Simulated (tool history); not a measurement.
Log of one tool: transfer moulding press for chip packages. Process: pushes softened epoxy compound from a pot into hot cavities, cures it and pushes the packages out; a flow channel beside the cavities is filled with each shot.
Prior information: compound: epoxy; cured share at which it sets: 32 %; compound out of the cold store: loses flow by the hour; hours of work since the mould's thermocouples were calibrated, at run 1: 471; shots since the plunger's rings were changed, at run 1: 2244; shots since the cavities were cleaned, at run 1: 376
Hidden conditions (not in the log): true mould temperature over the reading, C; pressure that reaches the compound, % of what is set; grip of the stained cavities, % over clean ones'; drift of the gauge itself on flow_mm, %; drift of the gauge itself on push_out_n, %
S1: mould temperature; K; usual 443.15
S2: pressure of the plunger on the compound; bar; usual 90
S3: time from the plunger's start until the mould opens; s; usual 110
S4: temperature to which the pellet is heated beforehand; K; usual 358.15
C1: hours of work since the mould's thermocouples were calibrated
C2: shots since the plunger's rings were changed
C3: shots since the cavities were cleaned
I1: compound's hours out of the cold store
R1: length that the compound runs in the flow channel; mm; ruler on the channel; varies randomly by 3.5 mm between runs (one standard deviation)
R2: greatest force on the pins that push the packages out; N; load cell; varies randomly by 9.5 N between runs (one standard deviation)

| run | hour | S1 | S2 | S3 | S4 | C1 | C2 | C3 | I1 | R1 | R2 |
|---|---|---|---|---|---|---|---|---|---|---|---|
| 1 | 0 | 443.15 | 90 | 110 | 358.15 | 471 | 2244 | 376 | 38.7 | 851 | 436 |
|  | 34.8 | cavities cleaned with cleaning compound and waxed |
| 2 | 59 | 443.15 | 90 | 99 | 358.15 | 515 | 2925 | 287 | 47.8 | 805 | 486 |
|  | 102 | cavities cleaned with cleaning compound and waxed |
| 3 | 112.8 | 450.15 | 90 | 110 | 358.15 | 555 | 3544 | 128 | 30.9 | 860 | 378 |
| 4 | 156.8 | 446.15 | 90 | 110 | 358.15 | 589 | 4065 | 649 | 10.7 | 973 | 421 |
|  | 168.6 | cavities cleaned with cleaning compound and waxed |
| 5 | 186.9 | 446.15 | 90 | 110 | 358.15 | 611 | 4403 | 216 | 27.4 | 895 | 410 |
|  | 235.7 | cavities cleaned with cleaning compound and waxed |
| 6 | 252.4 | 438.15 | 90 | 110 | 358.15 | 660 | 5161 | 197 | 8.8 | 1027 | 621 |
|  | 269.4 | plunger's sealing rings changed |
| 7 | 291 | 443.15 | 90 | 110 | 358.15 | 687 | 256 | 624 | 32.6 | 882 | 458 |
|  | 305.6 | cavities cleaned with cleaning compound and waxed |
| 8 | 336.1 | 443.15 | 101 | 110 | 358.15 | 721 | 773 | 362 | 19.6 | 1007 | 457 |
|  | 370.4 | cavities cleaned with cleaning compound and waxed |
| 9 | 380.6 | 443.15 | 101 | 110 | 358.15 | 754 | 1281 | 120 | 16.8 | 1020 | 470 |
| 10 | 415.4 | 443.15 | 90 | 109 | 358.15 | 780 | 1693 | 532 | 28.7 | 898 | 460 |
|  | 435.5 | cavities cleaned with cleaning compound and waxed |
| 11 | 476.4 | 443.15 | 90 | 109 | 358.15 | 826 | 2398 | 484 | 18.7 | 955 | 465 |
|  | 500.9 | cavities cleaned with cleaning compound and waxed |
| 12 | 526.5 | 443.15 | 90 | 109 | 358.15 | 863 | 2973 | 303 | 39.5 | 836 | 459 |
|  | 559.3 | mould's thermocouples calibrated |
| 13 | 561.3 | 443.15 | 90 | 110 | 354.15 | 2 | 3362 | 692 | 15.3 | 971 | 461 |
|  | 567.6 | cavities cleaned with cleaning compound and waxed |
| 14 | 602.2 | 443.15 | 90 | 110 | 358.15 | 32 | 3827 | 409 | 34.9 | 864 | 449 |

The next listed run, before its measurement:
|  | 633.6 | cavities cleaned with cleaning compound and waxed |
| 15 | 637.5 | 448.15 | 84.9 | 119 | 359.15 | 58 | 4228 | 46 | 21.7 | ? | ? |

{"run 15": {"R1": 886, "R2": 411}}
On a tool with no hidden condition, and with the same random variation, this run would have come out at R1 887 mm, R2 410 N.
